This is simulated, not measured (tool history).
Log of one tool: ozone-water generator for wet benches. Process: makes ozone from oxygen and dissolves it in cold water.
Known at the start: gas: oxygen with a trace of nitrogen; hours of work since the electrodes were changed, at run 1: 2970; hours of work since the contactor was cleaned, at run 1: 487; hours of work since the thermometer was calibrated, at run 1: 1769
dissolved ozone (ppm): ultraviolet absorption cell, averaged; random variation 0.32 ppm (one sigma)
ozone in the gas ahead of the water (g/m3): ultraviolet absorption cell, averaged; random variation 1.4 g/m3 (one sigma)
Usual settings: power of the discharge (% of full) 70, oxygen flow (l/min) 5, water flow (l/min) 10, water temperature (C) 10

run	hour	power of the discharge (% of full)	oxygen flow (l/min)	water flow (l/min)	water temperature (C)	hours of work since the electrodes were changed	hours of work since the contactor was cleaned	hours of work since the thermometer was calibrated	dissolved ozone (ppm)	ozone in the gas ahead of the water (g/m3)
1	0	70	5	10	10	2970	487	1769	50.8	259.9
2	87.9	70	5	10	10	3028	545	1827	50.8	263.1
3	184.3	70	5	10	10	3092	609	1891	50	260.6
4	254.3	70	5	10	17	3138	655	1937	44.6	265
5	328.5	70	5	10	17	3186	703	1986	44.5	260.6
6	414.5	70	5	10	17	3243	760	2042	44.3	261.1
7	464.1	88	5	10	10	3276	793	2075	60.9	309.7
8	521.3	88	5	10	10	3313	830	2112	60.7	312.1
9	637.2	70	5	10	10	3390	907	2189	50.5	261.7
10	728.3	74	3.07	10	14	3450	967	2249	54.5	382.1
11	805.7	67	4.55	6	16	3501	1018	2300	60.4	266.4
12	895.6	55	8	9	17	3560	1077	2359	33.4	156.6
13	952.3	73	8.21	13	5	3597	1114	2396	41.9	191.7
14	1050.9	73	8.21	13	5	3662	1179	2461	41.8	192.1
15	1126.7	73	8.21	13	5	3712	1229	2511	41.8	189.6
16	1219.9	73	8.21	13	13	3773	1290	2572	35.9	189.8
17	1269.2	73	8.21	13	13	3806	1323	2605	35.7	191.4
18	1335.6	54	5.05	7	10	3849	1366	2648	51.8	211.1

3 ways to go on from here, each from the tool as it stands after run 18. What would each give?
A	1445.1	56	7.37	10	8	3921	1438	2720	?	?
B	1445.1	43	5.05	14	10	3921	1438	2720	?	?
C	1445.1	70	8.85	15	10	3921	1438	2720	?	?

run	dissolved ozone (ppm)	ozone in the gas ahead of the water (g/m3)
A	39.7	167.2
B	26.6	177.8
C	31.9	175.9
Without the tool's hidden state the same runs would have given:
run	dissolved ozone (ppm)	ozone in the gas ahead of the water (g/m3)
A	39.7	169.6
B	26.6	180.3
C	31.9	178.5
